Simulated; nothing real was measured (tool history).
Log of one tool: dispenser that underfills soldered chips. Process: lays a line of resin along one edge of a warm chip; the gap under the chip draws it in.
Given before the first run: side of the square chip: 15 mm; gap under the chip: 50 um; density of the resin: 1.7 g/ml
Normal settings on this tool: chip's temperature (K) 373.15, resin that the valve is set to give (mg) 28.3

run	hour	chip's temperature (K)	resin that the valve is set to give (mg)	time until the resin shows at the far edge (s)	resin that the valve gave (mg)
1	0	373.15	28.3	516.2	24.5
# hour 0.7: new syringe of resin
# hour 4.3: dispensing valve cleaned and set on the balance
2	5.3	373.15	28.3	248.6	28.39
3	10.9	373.15	28.3	344.7	28.08
4	14.4	373.15	35.2	427.5	35.12
# hour 17.1: new syringe of resin
5	17.6	373.15	28.3	198.5	28.09
6	23.4	386.15	28.3	197.3	27.76
7	26.6	373.15	28.3	353.7	28.29
8	30.4	365.15	28.3	584.2	27.82
# hour 32.9: new syringe of resin
9	34.3	365.15	28.3	273.6	27.85
10	39.5	373.15	28.3	295.4	27.55
11	44.4	373.15	26.6	415.2	25.97
# hour 48.4: new syringe of resin
12	50.6	373.15	28.3	224	27.47
13	54.2	373.15	28.3	280.9	27.32
14	58.2	383.15	30.1	265.6	29
# hour 63.8: new syringe of resin
15	63.8	383.15	30.3	143.3	29.07
16	68.3	373.15	33	260.1	31.63
17	70.7	373.15	33	303.2	31.31
18	73.3	360.15	28.3	545.5	26.85
19	77.2	360.15	28.3	720.8	27.08
# hour 79.3: new syringe of resin
20	83.1	375.15	33.5	225.2	31.61
21	88.2	387.15	25.2	232.4	23.76
22	94	387.15	25.2	335.4	23.74
# hour 95: new syringe of resin
23	98.4	375.15	29.9	225.1	28.17
24	100.7	373.15	27.9	283	26.24
25	103.4	373.15	25.6	342.6	23.87

Predict each of these 4 candidate next runs independently; none follows another, all start after run 25:
A	108.2	373.15	35.2	?	?
B	108.2	382.15	32.3	?	?
C	108.2	373.15	29.6	?	?
D	108.2	373.15	32.3	?	?

run	time until the resin shows at the far edge (s)	resin that the valve gave (mg)
A	444.3	32.93
B	340.6	29.98
C	453.4	27.64
D	453.5	30
Had the tool no hidden state, the same runs would have come out as:
run	time until the resin shows at the far edge (s)	resin that the valve gave (mg)
A	196	35.38
B	149.4	32.22
C	198.6	29.7
D	199.4	32.23

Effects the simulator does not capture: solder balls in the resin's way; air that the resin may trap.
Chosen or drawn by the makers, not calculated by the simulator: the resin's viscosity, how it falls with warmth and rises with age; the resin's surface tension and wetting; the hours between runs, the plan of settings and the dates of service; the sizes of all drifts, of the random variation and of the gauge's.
